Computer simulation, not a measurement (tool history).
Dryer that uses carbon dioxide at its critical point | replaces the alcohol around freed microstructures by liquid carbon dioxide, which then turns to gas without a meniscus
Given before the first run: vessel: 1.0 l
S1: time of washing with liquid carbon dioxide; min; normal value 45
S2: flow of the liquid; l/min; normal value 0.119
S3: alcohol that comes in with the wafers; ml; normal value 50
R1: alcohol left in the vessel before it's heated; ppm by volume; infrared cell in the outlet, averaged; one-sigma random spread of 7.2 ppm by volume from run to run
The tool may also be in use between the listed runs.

run,hour,S1,S2,S3,R1
1,0.0,45,0.119,50,707
2,27.3,45,0.119,50,761
3,45.0,45,0.119,50,771
4,64.8,45,0.119,50,791
5,91.4,45,0.119,48,829
6,114.9,45,0.119,50,843
7,146.4,45,0.119,50,906
8,177.2,45,0.119,50,917
# hour 191.3: inlet filter changed
9,193.0,45,0.119,50,495
10,221.1,45,0.119,50,528
11,245.5,45,0.119,50,549
12,264.4,67,0.079,96,935
13,289.8,55,0.189,50,170
14,305.3,55,0.189,50,173
15,320.2,64,0.189,40,166
16,337.9,34,0.100,56,2892
17,362.6,50,0.077,56,2075
18,386.4,44,0.160,67,332
19,414.1,31,0.119,21,1050
20,428.2,31,0.119,21,1034
21,448.3,32,0.123,88,3285
22,467.8,64,0.123,38,241

What if the next run were any one of these 3? Each begins from the tool's condition after run 22:
A,482.8,45,0.119,34,?
B,482.8,61,0.180,51,?
C,482.8,52,0.077,25,?

run,R1
A,551
B,193
C,1031
What these runs would have given with no unlogged condition in the tool:
run,R1
A,238
B,1
C,605

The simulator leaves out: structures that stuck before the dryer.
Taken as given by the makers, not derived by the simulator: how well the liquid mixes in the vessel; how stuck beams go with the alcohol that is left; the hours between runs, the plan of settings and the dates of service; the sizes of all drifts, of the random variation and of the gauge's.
